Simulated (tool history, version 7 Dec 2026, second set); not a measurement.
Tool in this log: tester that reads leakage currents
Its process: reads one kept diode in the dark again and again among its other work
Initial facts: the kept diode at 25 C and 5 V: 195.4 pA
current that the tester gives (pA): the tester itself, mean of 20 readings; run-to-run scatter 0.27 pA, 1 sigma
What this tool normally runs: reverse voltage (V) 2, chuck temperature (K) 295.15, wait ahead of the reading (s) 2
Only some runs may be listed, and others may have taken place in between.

run,day,reverse voltage (V),chuck temperature (K),wait ahead of the reading (s),current that the tester gives (pA)
1,0,2,295.15,2,89.88
2,4.271,2,295.15,2,89.65
3,9.108,2,295.15,2,89.84
4,13.092,2,295.15,2,89.37
# day 14.258: probe card cleaned and baked
5,18.188,2,295.15,2,89.7
6,21.812,2,295.15,2,89.1
7,25.758,2,323.15,2,1056.09
8,30.262,2,295.15,4.91,88.83
9,35.125,2,295.15,4.91,89.07
10,39.983,2,295.15,4.91,89.19
11,45.175,2,295.15,4.91,89.98
12,49.579,2,295.15,4.91,89.22
13,53.992,2,295.15,4.91,89.9
14,59.2,2,295.15,4.91,89.52
15,61.762,2,295.15,4.91,89.77
16,65.188,2,319.15,4.91,762.63
17,68.225,2,319.15,4.91,760.7
18,72.438,2,319.15,5.22,764.1
19,76.562,2,295.15,2,89.72
20,82.3,5.18,295.15,2,149.58
21,86.583,5.18,295.15,2,150.34
22,90.767,2.07,328.15,2,1604.45
23,95.325,2,295.15,0.62,90.58
24,100.638,6.22,298.15,0.62,222.92
25,104.829,2,294.15,5.57,81.66
# day 107.6: chuck's temperature calibrated
26,107.838,7.39,330.15,5.57,3725.1
27,110.238,7.39,330.15,5.57,3729.43
28,114.621,7.41,298.15,0.68,245.95
29,118.175,15.41,295.15,4.93,271.3
30,122.388,15.41,295.15,4.93,270.55
31,127.375,1.02,310.15,4.23,245.48
32,132.262,15.71,300.15,0.65,447.39
33,137.692,8.39,320.15,0.64,1806
34,140.904,8.39,303.15,6.59,415.17
35,144.471,2,325.15,8.67,1243.93
36,146.854,2,325.15,8.67,1245.03
37,152.625,5.18,295.15,0.55,153.04
38,157.708,5.18,295.15,0.55,152.92
39,161.354,2.2,295.15,0.55,95.12

Measured less the same run without the tool's hidden state. The same run-to-run variation is in both; the gauge's scatter may not be:
Unlogged tool condition in this case: stray current of the dirty probe card, pA a volt; current scale over the true one, %; true chuck temperature over the reading, C; drift of the gauge itself on leakage_pa, %.
run,current that the tester gives (pA)
1,+0.01
2,+0.02
3,+0.02
4,+0.02
5,+0
6,+0.01
7,+0.06
8,+0.02
9,+0.02
10,+0.03
11,+0.03
12,+0.04
13,+0.05
14,+0.06
15,+0.06
16,+0.38
17,+0.41
18,+0.45
19,+0.08
20,+0.15
21,+0.17
22,+1.17
23,+0.11
24,+0.28
25,+0.11
26,-0.12
27,-0.03
28,+0.09
29,+0.19
30,+0.21
31,+0.07
32,+0.32
33,+0.63
34,+0.27
35,+0.46
36,+0.5
37,+0.16
38,+0.17
39,+0.1
